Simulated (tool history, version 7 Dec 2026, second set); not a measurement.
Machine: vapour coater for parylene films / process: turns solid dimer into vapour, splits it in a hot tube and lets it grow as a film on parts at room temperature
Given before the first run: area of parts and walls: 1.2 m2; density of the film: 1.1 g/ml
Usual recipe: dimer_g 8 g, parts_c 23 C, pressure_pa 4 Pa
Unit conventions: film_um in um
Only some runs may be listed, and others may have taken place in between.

run   hour  dimer_g  parts_c  pressure_pa  film_um
  1      0        8       23            4     2.77
  2   12.2        8       23            4     2.77
  3   26.6        5       23            4     1.73
  4     40        5       23            4     1.76
  5   48.8        5       23            4     1.74
  6   63.5        5       23            4     1.77
  7     74        5       23            4     1.74
  8   84.4        8       28            4     2.24
  9   94.8        8       28            4     2.26
 10  101.2        8       21            4     3.06
 11  111.7        8       21            4     3.08
 12  123.3        8       21            4     3.07
 13  134.3        8       23         7.42     2.68
 14  141.4        8       23         7.42     2.69
 15  156.9        8       23         7.42      2.7
 16  169.4        8       23            4     2.84
 17  179.4        8       23            4     2.84
     187.9  -- gauge calibrated
 18  189.8        8       23            4     2.77
 19  197.3        8       17            4     3.57
 20    208        8       23            4     2.78
 21  216.3        8       31            4     1.97
 22  230.4        8       31            4     1.97
 23  238.9        4       31         3.09     0.99
 24  246.5        4       35         3.09     0.85
 25  253.2        8       21         3.71     3.05
 26  259.6        8       16        11.81      3.5
 27  271.3        8       16        11.81     3.52
 28  284.6        8       15          3.4     4.01
 29  291.4        4       25         3.39      1.3
 30  304.5       10       20          9.8     3.75
 31  319.6        9       21         2.03     3.64
 32    332        5       34         2.03     1.15
 33  338.9        5       34         2.03     1.15
 34  350.5        5       34         2.03     1.15
 35  363.5        5       34         2.03     1.16
 36    378       12       35         4.55     2.53
 37  387.4       12       35         4.55     2.53
 38  400.6        6       18         2.07     2.78
 39  412.1        8       22            4     2.99
 40  421.1        3       23            4      1.1

Alternative continuations, all from the tool just after run 40; predict every row:
  A  428.1        3       23            4        ?
  B  428.1        8       15         5.05        ?
  C  428.1        3       18         7.59        ?
  D  428.1       10       19         5.74        ?

run  film_um
  A     1.07
  B     3.99
  C     1.28
  D     4.14
The same runs, with their run-to-run variation unchanged, on a tool lacking any hidden condition would have given:
run  film_um
  A     1.04
  B     3.87
  C     1.24
  D     4.02
